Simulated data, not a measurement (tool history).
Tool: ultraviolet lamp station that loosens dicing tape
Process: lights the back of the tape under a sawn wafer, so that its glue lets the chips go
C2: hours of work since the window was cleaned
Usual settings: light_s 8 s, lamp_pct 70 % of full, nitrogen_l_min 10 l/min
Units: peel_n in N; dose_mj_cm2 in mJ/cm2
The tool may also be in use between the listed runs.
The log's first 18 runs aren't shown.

Run 19, hour 304.6: usual settings but lamp_pct 77 % of full; hours of work of the lamp 336; C2 206. Result: peel_n 0.528 N, dose_mj_cm2 482 mJ/cm2.
Run 20, hour 314.6: usual settings but lamp_pct 74 % of full; hours of work of the lamp 344; C2 214. Result: peel_n 0.592 N, dose_mj_cm2 453 mJ/cm2.
Run 21, hour 333.7: usual settings but lamp_pct 74 % of full; hours of work of the lamp 357; C2 227. Result: peel_n 0.58 N, dose_mj_cm2 457 mJ/cm2.
Run 22, hour 351.1: usual settings but lamp_pct 74 % of full; hours of work of the lamp 370; C2 240. Result: peel_n 0.598 N, dose_mj_cm2 453 mJ/cm2.
Run 23, hour 367.7: usual settings but lamp_pct 74 % of full; hours of work of the lamp 382; C2 252. Result: peel_n 0.605 N, dose_mj_cm2 453 mJ/cm2.
Run 24, hour 384: usual settings but lamp_pct 74 % of full, nitrogen_l_min 5 l/min; hours of work of the lamp 394; C2 264. Result: peel_n 1.057 N, dose_mj_cm2 446 mJ/cm2.
Run 25, hour 403.2: usual settings but lamp_pct 74 % of full, nitrogen_l_min 5 l/min; hours of work of the lamp 408; C2 278. Result: peel_n 1.061 N, dose_mj_cm2 446 mJ/cm2.
Run 26, hour 415.5: usual settings but lamp_pct 74 % of full, nitrogen_l_min 5 l/min; hours of work of the lamp 417; C2 287. Result: peel_n 1.146 N, dose_mj_cm2 442 mJ/cm2.
Run 27, hour 430.9: usual settings but lamp_pct 74 % of full, nitrogen_l_min 5 l/min; hours of work of the lamp 428; C2 298. Result: peel_n 1.15 N, dose_mj_cm2 437 mJ/cm2.
Run 28, hour 452: usual settings but light_s 10 s, lamp_pct 100 % of full, nitrogen_l_min 13 l/min; hours of work of the lamp 443; C2 313. Result: peel_n 0.247 N, dose_mj_cm2 739 mJ/cm2.
Run 29, hour 463.7: usual settings but lamp_pct 63 % of full, nitrogen_l_min 8 l/min; hours of work of the lamp 452; C2 322. Result: peel_n 1.139 N, dose_mj_cm2 365 mJ/cm2.
Run 30, hour 474.9: usual settings but lamp_pct 63 % of full, nitrogen_l_min 8 l/min; hours of work of the lamp 460; C2 330. Result: peel_n 1.152 N, dose_mj_cm2 369 mJ/cm2.
Run 31, hour 488.4: usual settings but light_s 10 s, lamp_pct 87 % of full, nitrogen_l_min 5 l/min; hours of work of the lamp 469; C2 340. Result: peel_n 0.53 N, dose_mj_cm2 622 mJ/cm2.
At hour 496.8: window cleaned of glue's vapour.
Run 32, hour 504.5: usual settings but light_s 5 s, nitrogen_l_min 9 l/min; hours of work of the lamp 481; C2 6. Result: peel_n 1.618 N, dose_mj_cm2 291 mJ/cm2.
Run 33, hour 520.6: usual settings but light_s 6 s, lamp_pct 69 % of full; hours of work of the lamp 492; C2 17. Result: peel_n 1.097 N, dose_mj_cm2 342 mJ/cm2.
Run 34, hour 542.2: usual settings but lamp_pct 76 % of full; hours of work of the lamp 508; C2 33. Result: peel_n 0.501 N, dose_mj_cm2 502 mJ/cm2.
Run 35, hour 551.9: usual settings but light_s 5 s, lamp_pct 89 % of full, nitrogen_l_min 5 l/min; hours of work of the lamp 515; C2 40. Result: peel_n 1.594 N, dose_mj_cm2 363 mJ/cm2.
Run 36, hour 573.7: usual settings but light_s 4 s, lamp_pct 81 % of full; hours of work of the lamp 531; C2 56. Result: peel_n 1.834 N, dose_mj_cm2 261 mJ/cm2.
Run 37, hour 591.4: usual settings but light_s 7 s, lamp_pct 85 % of full, nitrogen_l_min 17 l/min; hours of work of the lamp 544; C2 69. Result: peel_n 0.391 N, dose_mj_cm2 476 mJ/cm2.
Run 38, hour 605: usual settings but nitrogen_l_min 6 l/min; hours of work of the lamp 554; C2 78. Result: peel_n 0.943 N, dose_mj_cm2 443 mJ/cm2.
Run 39, hour 622.8: usual settings but lamp_pct 71 % of full; hours of work of the lamp 566; C2 91. Result: peel_n 0.619 N, dose_mj_cm2 446 mJ/cm2.
Run 40, hour 641.1: usual settings but lamp_pct 71 % of full; hours of work of the lamp 580; C2 105. Result: peel_n 0.641 N, dose_mj_cm2 445 mJ/cm2.
Run 41, hour 655.7: usual settings but lamp_pct 71 % of full; hours of work of the lamp 590; C2 115. Result: peel_n 0.654 N, dose_mj_cm2 444 mJ/cm2.
Run 42, hour 667.4: usual settings but light_s 16 s, lamp_pct 78 % of full, nitrogen_l_min 13 l/min; hours of work of the lamp 599; C2 124. Result: peel_n 0.218 N, dose_mj_cm2 959 mJ/cm2.
Run 43, hour 685.1: usual settings but light_s 16 s, lamp_pct 78 % of full, nitrogen_l_min 13 l/min; hours of work of the lamp 612; C2 136. Result: peel_n 0.213 N, dose_mj_cm2 950 mJ/cm2.

Forecast each of these 3 alternatives for the next run:
Run A, hour 705.5: usual settings but light_s 16 s, lamp_pct 84 % of full; hours of work of the lamp 626; C2 151. Result: peel_n ?, dose_mj_cm2 ?.
Run B, hour 705.5: usual settings but lamp_pct 89 % of full; hours of work of the lamp 626; C2 151. Result: peel_n ?, dose_mj_cm2 ?.
Run C, hour 705.5: usual settings but light_s 5 s, lamp_pct 79 % of full, nitrogen_l_min 19 l/min; hours of work of the lamp 626; C2 151. Result: peel_n ?, dose_mj_cm2 ?.

run  peel_n  dose_mj_cm2
  A   0.219         1032
  B   0.417          538
  C   0.969          299
Without the tool's hidden state the same runs would have given:
run  peel_n  dose_mj_cm2
  A   0.214         1246
  B   0.301          649
  C   0.645          362
